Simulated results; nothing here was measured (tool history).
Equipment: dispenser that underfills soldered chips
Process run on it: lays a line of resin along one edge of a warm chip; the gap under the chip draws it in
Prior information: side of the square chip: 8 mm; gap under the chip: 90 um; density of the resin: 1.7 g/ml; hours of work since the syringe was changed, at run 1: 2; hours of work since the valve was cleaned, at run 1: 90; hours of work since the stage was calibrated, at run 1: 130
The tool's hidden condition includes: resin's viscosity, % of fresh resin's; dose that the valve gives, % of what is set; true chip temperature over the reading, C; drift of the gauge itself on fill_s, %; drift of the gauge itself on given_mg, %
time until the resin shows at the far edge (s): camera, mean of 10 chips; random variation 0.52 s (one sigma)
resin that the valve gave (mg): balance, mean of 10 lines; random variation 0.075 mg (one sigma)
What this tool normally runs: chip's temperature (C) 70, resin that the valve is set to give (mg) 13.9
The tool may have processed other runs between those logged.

| run | hour | chip's temperature (C) | resin that the valve is set to give (mg) | hours of work since the syringe was changed | hours of work since the valve was cleaned | hours of work since the stage was calibrated | time until the resin shows at the far edge (s) | resin that the valve gave (mg) |
|---|---|---|---|---|---|---|---|---|
| 1 | 0 | 70 | 13.9 | 2 | 90 | 130 | 48.3 | 13.42 |
| 2 | 9.4 | 70 | 13.9 | 8 | 96 | 136 | 76.3 | 13.21 |
| 3 | 15.1 | 62 | 13.9 | 11 | 99 | 140 | 145 | 13.35 |
|  | 16.4 | new syringe of resin |
| 4 | 24.5 | 81 | 13.9 | 5 | 105 | 145 | 39.2 | 13.14 |
|  | 35.5 | new syringe of resin |
| 5 | 35.8 | 81 | 13.9 | 0 | 112 | 152 | 25.7 | 12.93 |
| 6 | 49.3 | 81 | 13.9 | 9 | 120 | 161 | 48.8 | 13.2 |
|  | 54.7 | new syringe of resin |
| 7 | 59.4 | 81 | 13.9 | 3 | 126 | 167 | 32.9 | 13.07 |
| 8 | 70.4 | 70 | 13.9 | 10 | 133 | 174 | 90.1 | 13.13 |
|  | 74.7 | new syringe of resin |
| 9 | 79 | 70 | 13.9 | 3 | 138 | 179 | 52.1 | 13.07 |
|  | 89.3 | dispensing valve cleaned and set on the balance |
| 10 | 89.8 | 70 | 13.9 | 9 | 0 | 185 | 81.4 | 13.84 |
|  | 95.2 | new syringe of resin |
| 11 | 101.7 | 70 | 13.9 | 4 | 8 | 192 | 56.2 | 13.88 |
| 12 | 108.8 | 60 | 13.9 | 9 | 12 | 197 | 127 | 13.82 |
|  | 114.6 | new syringe of resin |
| 13 | 116.3 | 60 | 13.9 | 1 | 17 | 201 | 73.1 | 13.73 |
| 14 | 125.3 | 65 | 13.9 | 7 | 22 | 207 | 85.6 | 13.72 |
|  | 134.4 | new syringe of resin |
| 15 | 137.9 | 65 | 13.9 | 2 | 30 | 215 | 61 | 13.73 |
| 16 | 145.8 | 65 | 13.9 | 7 | 35 | 220 | 90.1 | 13.68 |
|  | 153.7 | new syringe of resin |
| 17 | 158.6 | 65 | 13.9 | 3 | 43 | 228 | 66.6 | 13.58 |
| 18 | 164.4 | 65 | 13.9 | 7 | 46 | 231 | 88.9 | 13.59 |
| 19 | 171.2 | 79 | 15.2 | 11 | 51 | 235 | 64.9 | 14.87 |
|  | 173.2 | new syringe of resin |
| 20 | 183.1 | 65 | 13.3 | 6 | 58 | 243 | 83.6 | 12.91 |
| 21 | 189.1 | 77 | 18 | 10 | 62 | 246 | 60.3 | 17.33 |
|  | 192.5 | new syringe of resin |
| 22 | 198.1 | 58 | 13.1 | 4 | 67 | 252 | 99.2 | 12.75 |
| 23 | 208.5 | 65 | 12 | 10 | 74 | 258 | 115.8 | 11.62 |
|  | 211.4 | new syringe of resin |
| 24 | 218.5 | 65 | 12 | 4 | 80 | 265 | 78.8 | 11.46 |
|  | 231 | new syringe of resin |
| 25 | 231.7 | 72 | 12 | 0 | 88 | 273 | 40.9 | 11.53 |
| 26 | 243.6 | 64 | 13.9 | 8 | 95 | 280 | 99.1 | 13.26 |
|  | 250.2 | new syringe of resin |
| 27 | 256.8 | 64 | 13.9 | 4 | 103 | 288 | 76.5 | 13.22 |
| 28 | 266.2 | 71 | 13.6 | 10 | 109 | 294 | 85 | 12.89 |
|  | 270.2 | new syringe of resin |
| 29 | 278.1 | 71 | 13.6 | 5 | 117 | 301 | 57.5 | 12.86 |
| 30 | 288.6 | 75 | 17.7 | 12 | 123 | 308 | 76.4 | 16.76 |
|  | 289.7 | new syringe of resin |
| 31 | 300.9 | 77 | 13.5 | 7 | 131 | 315 | 50.5 | 12.55 |
| 32 | 306.4 | 75 | 12.3 | 10 | 134 | 319 | 74.9 | 11.65 |
|  | 309.7 | new syringe of resin |
| 33 | 318.5 | 75 | 12.3 | 6 | 142 | 326 | 51.7 | 11.42 |
|  | 324.1 | dispensing valve cleaned and set on the balance |
|  | 329.9 | new syringe of resin |
| 34 | 330.9 | 65 | 15.3 | 1 | 4 | 333 | 52.5 | 15.35 |

Subtracting, for every run, the result it would have given without the tool's unlogged condition from the measured result gives the following. The same run-to-run variation enters both numbers; the gauge's scatter may not:
| run | time until the resin shows at the far edge (s) | resin that the valve gave (mg) |
|---|---|---|
| 1 | +6.5 | -0.56 |
| 2 | +34.3 | -0.59 |
| 3 | +84.4 | -0.62 |
| 4 | +13.2 | -0.65 |
| 5 | +0.4 | -0.69 |
| 6 | +23.8 | -0.76 |
| 7 | +6.6 | -0.79 |
| 8 | +47.9 | -0.84 |
| 9 | +8.8 | -0.88 |
| 10 | +38.4 | -0.03 |
| 11 | +13.7 | -0.07 |
| 12 | +58.6 | -0.1 |
| 13 | +4 | -0.12 |
| 14 | +33.1 | -0.17 |
| 15 | +8 | -0.21 |
| 16 | +36.8 | -0.24 |
| 17 | +14.3 | -0.3 |
| 18 | +35.9 | -0.32 |
| 19 | +37 | -0.38 |
| 20 | +30 | -0.38 |
| 21 | +31.2 | -0.55 |
| 22 | +22 | -0.43 |
| 23 | +61.2 | -0.44 |
| 24 | +23 | -0.47 |
| 25 | +0.7 | -0.52 |
| 26 | +43.6 | -0.65 |
| 27 | +19.3 | -0.71 |
| 28 | +44.6 | -0.72 |
| 29 | +17.2 | -0.76 |
| 30 | +43.5 | -1.06 |
| 31 | +20.1 | -0.86 |
| 32 | +40.5 | -0.81 |
| 33 | +17.3 | -0.83 |
| 34 | -0.4 | -0.07 |
